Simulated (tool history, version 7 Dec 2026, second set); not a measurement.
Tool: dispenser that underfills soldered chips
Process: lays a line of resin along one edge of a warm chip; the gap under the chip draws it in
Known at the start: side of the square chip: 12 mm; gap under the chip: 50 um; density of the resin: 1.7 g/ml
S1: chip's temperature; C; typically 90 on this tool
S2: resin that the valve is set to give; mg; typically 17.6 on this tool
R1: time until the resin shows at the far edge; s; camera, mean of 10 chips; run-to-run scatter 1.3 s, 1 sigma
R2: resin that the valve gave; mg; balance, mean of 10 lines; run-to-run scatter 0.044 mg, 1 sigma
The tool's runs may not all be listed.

| run | hour | S1 | S2 | R1 | R2 |
|---|---|---|---|---|---|
| 1 | 0.0 | 90 | 17.6 | 141.2 | 17.47 |
| 2 | 3.3 | 90 | 17.6 | 174.3 | 17.57 |
| 3 | 9.8 | 99 | 17.6 | 175.9 | 17.37 |
|  | 14.1 | new syringe of resin |
| 4 | 15.6 | 99 | 17.6 | 96.3 | 17.42 |
| 5 | 20.4 | 99 | 17.6 | 127.7 | 17.39 |
| 6 | 23.8 | 90 | 17.6 | 246.9 | 17.36 |
| 7 | 27.1 | 90 | 17.6 | 299.2 | 17.32 |
|  | 29.5 | new syringe of resin |
| 8 | 32.0 | 90 | 17.6 | 158.4 | 17.43 |
| 9 | 37.7 | 90 | 17.6 | 226.6 | 17.20 |
| 10 | 43.2 | 90 | 17.6 | 321.9 | 17.31 |
|  | 44.8 | new syringe of resin |
| 11 | 47.6 | 90 | 18.2 | 161.3 | 17.85 |
| 12 | 53.4 | 90 | 17.6 | 231.7 | 17.22 |
|  | 60.2 | new syringe of resin |
| 13 | 60.2 | 78 | 17.6 | 252.1 | 17.10 |
|  | 63.1 | dispensing valve cleaned and set on the balance |
| 14 | 65.0 | 78 | 17.6 | 325.3 | 17.45 |
| 15 | 71.1 | 90 | 17.6 | 248.0 | 17.51 |
| 16 | 75.6 | 90 | 17.6 | 335.0 | 17.52 |
|  | 76.7 | new syringe of resin |
| 17 | 81.4 | 90 | 17.6 | 181.4 | 17.49 |
| 18 | 85.3 | 90 | 17.6 | 234.9 | 17.43 |
| 19 | 90.7 | 88 | 16.2 | 358.5 | 16.06 |
|  | 92.1 | new syringe of resin |
| 20 | 95.0 | 77 | 22.2 | 310.7 | 21.84 |
| 21 | 98.4 | 100 | 18.3 | 123.5 | 18.00 |
| 22 | 101.5 | 105 | 20.6 | 116.7 | 20.36 |
|  | 107.5 | new syringe of resin |
| 23 | 107.6 | 104 | 21.6 | 68.1 | 21.24 |
| 24 | 111.7 | 94 | 15.1 | 153.4 | 14.76 |

What will run 25 give?
| 25 | 118.9 | 94 | 21.6 | ? | ? |

For run 25 the tool returned R1 225.5 s, R2 21.08 mg.
With the hidden condition absent and the run-to-run variation left alone, this run would have shown R1 106.2 s, R2 21.60 mg.

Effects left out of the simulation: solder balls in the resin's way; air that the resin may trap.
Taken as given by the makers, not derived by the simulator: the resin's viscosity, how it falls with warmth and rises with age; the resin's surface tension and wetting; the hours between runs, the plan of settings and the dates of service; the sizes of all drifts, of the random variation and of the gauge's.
